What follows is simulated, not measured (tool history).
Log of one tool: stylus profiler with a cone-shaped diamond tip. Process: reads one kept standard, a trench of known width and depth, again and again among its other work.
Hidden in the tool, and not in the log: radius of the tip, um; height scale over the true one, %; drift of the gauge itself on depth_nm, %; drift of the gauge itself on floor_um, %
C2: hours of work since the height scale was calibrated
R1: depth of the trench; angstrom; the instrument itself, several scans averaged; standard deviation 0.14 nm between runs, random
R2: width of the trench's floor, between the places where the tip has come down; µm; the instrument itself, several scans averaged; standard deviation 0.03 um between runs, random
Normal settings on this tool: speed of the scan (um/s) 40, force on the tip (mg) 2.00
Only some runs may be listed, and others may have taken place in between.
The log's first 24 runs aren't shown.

run 25 hour=850.6 | speed_of_the_scan_(um/s)=26 force_on_the_tip_(mg)=4.91 | scans_with_this_tip=5288 C2=506 | R1=5088.5 R2=46.85
run 26 hour=899.6 | speed_of_the_scan_(um/s)=16 force_on_the_tip_(mg)=1.05 | scans_with_this_tip=5497 C2=526 | R1=5031.5 R2=46.89
run 27 hour=941.3 | speed_of_the_scan_(um/s)=129 force_on_the_tip_(mg)=2.20 | scans_with_this_tip=5674 C2=543 | R1=5049.2 R2=46.30
run 28 hour=967.1 | speed_of_the_scan_(um/s)=13 force_on_the_tip_(mg)=3.45 | scans_with_this_tip=5785 C2=553 | R1=5068.3 R2=46.93
run 29 hour=1005.4 | speed_of_the_scan_(um/s)=14 force_on_the_tip_(mg)=1.84 | scans_with_this_tip=5948 C2=569 | R1=5047.3 R2=46.91
run 30 hour=1034.8 | speed_of_the_scan_(um/s)=14 force_on_the_tip_(mg)=1.84 | scans_with_this_tip=6073 C2=581 | R1=5046.2 R2=46.90
run 31 hour=1075.2 | speed_of_the_scan_(um/s)=29 force_on_the_tip_(mg)=1.61 | scans_with_this_tip=6245 C2=597 | R1=5039.3 R2=46.81
run 32 hour=1118.0 | speed_of_the_scan_(um/s)=87 force_on_the_tip_(mg)=1.61 | scans_with_this_tip=6428 C2=615 | R1=5042.9 R2=46.37
run 33 hour=1159.6 | speed_of_the_scan_(um/s)=14 force_on_the_tip_(mg)=2.00 | scans_with_this_tip=6605 C2=632 | R1=5047.7 R2=46.99
run 34 hour=1187.8 | speed_of_the_scan_(um/s)=14 force_on_the_tip_(mg)=2.00 | scans_with_this_tip=6725 C2=643 | R1=5047.8 R2=46.98
run 35 hour=1235.4 | speed_of_the_scan_(um/s)=40 force_on_the_tip_(mg)=0.68 | scans_with_this_tip=6928 C2=663 | R1=5026.0 R2=46.60
run 36 hour=1272.2 | speed_of_the_scan_(um/s)=40 force_on_the_tip_(mg)=0.68 | scans_with_this_tip=7085 C2=678 | R1=5024.8 R2=46.60
run 37 hour=1301.5 | speed_of_the_scan_(um/s)=86 force_on_the_tip_(mg)=5.80 | scans_with_this_tip=7210 C2=689 | R1=5095.0 R2=46.69
run 38 hour=1348.4 | speed_of_the_scan_(um/s)=86 force_on_the_tip_(mg)=5.80 | scans_with_this_tip=7410 C2=709 | R1=5095.6 R2=46.68
run 39 hour=1388.1 | speed_of_the_scan_(um/s)=105 force_on_the_tip_(mg)=0.97 | scans_with_this_tip=7580 C2=725 | R1=5032.2 R2=46.09
run 40 hour=1418.2 | speed_of_the_scan_(um/s)=17 force_on_the_tip_(mg)=3.59 | scans_with_this_tip=7708 C2=737 | R1=5067.5 R2=46.91

Alternative continuations, all from the tool just after run 40; predict every row:
run A hour=1463.7 | speed_of_the_scan_(um/s)=17 force_on_the_tip_(mg)=3.09 | scans_with_this_tip=7902 C2=756 | R1=? R2=?
run B hour=1463.7 | speed_of_the_scan_(um/s)=13 force_on_the_tip_(mg)=3.34 | scans_with_this_tip=7902 C2=756 | R1=? R2=?
run C hour=1463.7 | speed_of_the_scan_(um/s)=23 force_on_the_tip_(mg)=2.83 | scans_with_this_tip=7902 C2=756 | R1=? R2=?
run D hour=1463.7 | speed_of_the_scan_(um/s)=83 force_on_the_tip_(mg)=3.59 | scans_with_this_tip=7902 C2=756 | R1=? R2=?

run=A R1=5064.6 R2=46.94
run=B R1=5065.2 R2=46.95
run=C R1=5060.7 R2=46.90
run=D R1=5069.0 R2=46.64
What these runs would have given with no unlogged condition in the tool:
run=A R1=5064.5 R2=46.94
run=B R1=5065.2 R2=46.95
run=C R1=5060.7 R2=46.91
run=D R1=5069.0 R2=46.64
